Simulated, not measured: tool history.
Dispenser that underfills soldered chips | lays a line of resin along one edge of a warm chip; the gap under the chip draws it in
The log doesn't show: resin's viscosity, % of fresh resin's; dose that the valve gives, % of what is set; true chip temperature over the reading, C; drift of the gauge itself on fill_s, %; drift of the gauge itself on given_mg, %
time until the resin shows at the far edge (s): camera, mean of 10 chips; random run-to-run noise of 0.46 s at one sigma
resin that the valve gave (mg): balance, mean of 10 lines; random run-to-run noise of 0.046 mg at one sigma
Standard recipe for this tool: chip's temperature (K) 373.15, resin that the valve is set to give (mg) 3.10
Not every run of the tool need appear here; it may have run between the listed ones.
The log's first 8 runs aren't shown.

run	day	chip's temperature (K)	resin that the valve is set to give (mg)	hours of work since the syringe was changed	hours of work since the valve was cleaned	hours of work since the stage was calibrated	time until the resin shows at the far edge (s)	resin that the valve gave (mg)
# day 1.058: new syringe of resin
9	1.162	373.15	3.10	2	61	124	41.2	3.00
10	1.271	373.15	3.10	4	63	126	47.9	2.94
# day 1.400: new syringe of resin
11	1.417	373.15	2.77	0	65	128	37.3	2.57
12	1.538	373.15	2.77	2	67	130	43.6	2.62
13	1.662	373.15	2.77	4	69	132	52.4	2.64
# day 1.738: new syringe of resin
14	1.817	373.15	2.77	1	72	135	41.4	2.60
15	1.900	373.15	2.77	3	73	136	44.7	2.64
16	2.029	380.15	2.71	5	75	138	41.7	2.48
# day 2.067: new syringe of resin
17	2.225	380.15	2.71	3	78	141	34.8	2.56
18	2.338	359.15	3.67	5	80	143	86.8	3.34
# day 2.392: new syringe of resin
19	2.521	366.15	2.78	2	83	146	57.5	2.57
20	2.608	382.15	2.91	4	85	148	33.4	2.70
# day 2.729: new syringe of resin
21	2.779	382.15	2.91	1	87	150	26.6	2.64
22	2.921	382.15	2.91	3	90	153	34.1	2.70
# day 3.058: new syringe of resin
23	3.058	383.15	2.80	0	92	155	23.8	2.64
24	3.150	361.15	3.35	2	93	156	64.3	3.09
25	3.279	380.15	3.47	4	96	159	35.4	3.09
# day 3.392: new syringe of resin
26	3.483	380.15	3.47	2	99	162	28.5	3.18
27	3.646	385.15	2.86	4	102	165	32.3	2.53
# day 3.721: new syringe of resin
28	3.742	385.15	2.86	0	103	166	23.2	2.57
29	3.917	363.15	3.69	3	106	169	67.1	3.40
# day 4.058: new syringe of resin
30	4.067	363.15	3.69	0	108	171	53.1	3.41

Predict each of these 4 candidate next runs independently; none follows another, all start after run 30:
A	4.233	373.15	3.14	3	111	174	?	?
B	4.233	370.15	3.71	3	111	174	?	?
C	4.233	373.15	3.79	3	111	174	?	?
D	4.233	373.15	3.10	3	111	174	?	?

run	time until the resin shows at the far edge (s)	resin that the valve gave (mg)
A	44.2	2.81
B	49.4	3.39
C	43.3	3.48
D	44.7	2.77
Without the tool's unlogged condition, the same runs would have read:
run	time until the resin shows at the far edge (s)	resin that the valve gave (mg)
A	34.6	3.10
B	39.2	3.74
C	34.4	3.84
D	35.0	3.07

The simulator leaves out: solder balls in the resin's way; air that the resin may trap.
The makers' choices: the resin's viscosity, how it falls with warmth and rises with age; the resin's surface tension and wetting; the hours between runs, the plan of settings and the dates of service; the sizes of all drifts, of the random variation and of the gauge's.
